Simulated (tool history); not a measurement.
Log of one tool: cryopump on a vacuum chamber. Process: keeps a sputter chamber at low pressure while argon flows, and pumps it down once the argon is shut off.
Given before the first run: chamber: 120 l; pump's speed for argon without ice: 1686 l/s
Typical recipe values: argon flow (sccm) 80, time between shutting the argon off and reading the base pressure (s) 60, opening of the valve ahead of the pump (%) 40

| run | hour | argon flow (sccm) | time between shutting the argon off and reading the base pressure (s) | opening of the valve ahead of the pump (%) | pressure while argon flows (Pa) | pressure after the wait (uPa) |
|---|---|---|---|---|---|---|
| 1 | 0.0 | 80 | 60 | 40 | 0.2114 | 1.52 |
| 2 | 47.6 | 117 | 60 | 40 | 0.3075 | 1.57 |
| 3 | 124.9 | 80 | 60 | 48 | 0.1800 | 1.59 |
| 4 | 183.2 | 99 | 60 | 40 | 0.2645 | 1.62 |
| 5 | 235.4 | 99 | 60 | 30 | 0.3462 | 1.59 |
| 6 | 309.6 | 80 | 60 | 40 | 0.2136 | 1.62 |
| 7 | 387.0 | 82 | 60 | 40 | 0.2202 | 1.64 |
| 8 | 443.5 | 82 | 60 | 40 | 0.2205 | 1.68 |
|  | 476.9 | pump warmed up, emptied and cooled again |
| 9 | 525.4 | 80 | 60 | 40 | 0.2012 | 1.50 |
| 10 | 587.9 | 80 | 60 | 40 | 0.2056 | 1.50 |
| 11 | 646.5 | 80 | 60 | 22 | 0.3665 | 1.57 |
| 12 | 680.7 | 80 | 60 | 22 | 0.3678 | 1.58 |
| 13 | 728.5 | 142 | 60 | 22 | 0.6482 | 1.59 |
| 14 | 774.4 | 80 | 60 | 40 | 0.2028 | 1.62 |
| 15 | 809.7 | 80 | 60 | 40 | 0.2029 | 1.59 |
| 16 | 863.4 | 80 | 198 | 40 | 0.2026 | 1.19 |
| 17 | 897.4 | 80 | 60 | 40 | 0.2052 | 1.62 |
| 18 | 955.0 | 52 | 241 | 40 | 0.1331 | 1.16 |
| 19 | 1018.1 | 39 | 69 | 40 | 0.0996 | 1.60 |
|  | 1070.2 | leaking fittings of the chamber tightened, without venting |
| 20 | 1103.5 | 39 | 69 | 40 | 0.1008 | 0.73 |
| 21 | 1172.7 | 70 | 299 | 36 | 0.2002 | 0.34 |
| 22 | 1227.3 | 60 | 51 | 41 | 0.1484 | 0.95 |
| 23 | 1282.3 | 80 | 178 | 44 | 0.1882 | 0.47 |
| 24 | 1347.2 | 32 | 55 | 17 | 0.1909 | 0.92 |
| 25 | 1429.8 | 98 | 40 | 59 | 0.1757 | 1.20 |
| 26 | 1483.5 | 72 | 246 | 44 | 0.1701 | 0.44 |
| 27 | 1564.8 | 57 | 83 | 21 | 0.2796 | 0.73 |
| 28 | 1637.7 | 71 | 67 | 40 | 0.1852 | 0.80 |
| 29 | 1684.2 | 136 | 217 | 40 | 0.3534 | 0.49 |
| 30 | 1738.9 | 80 | 57 | 32 | 0.2596 | 0.98 |
| 31 | 1816.1 | 80 | 48 | 17 | 0.4810 | 1.05 |
| 32 | 1856.0 | 80 | 234 | 36 | 0.2324 | 0.47 |

What will run 33 give?
| 33 | 1895.2 | 80 | 32 | 36 | ? | ? |

{"run 33": {"pressure while argon flows (Pa)": 0.2306, "pressure after the wait (uPa)": 1.44}}
Had the tool carried no hidden state, the very same run would have given pressure while argon flows (Pa) 0.2208, pressure after the wait (uPa) 1.27.

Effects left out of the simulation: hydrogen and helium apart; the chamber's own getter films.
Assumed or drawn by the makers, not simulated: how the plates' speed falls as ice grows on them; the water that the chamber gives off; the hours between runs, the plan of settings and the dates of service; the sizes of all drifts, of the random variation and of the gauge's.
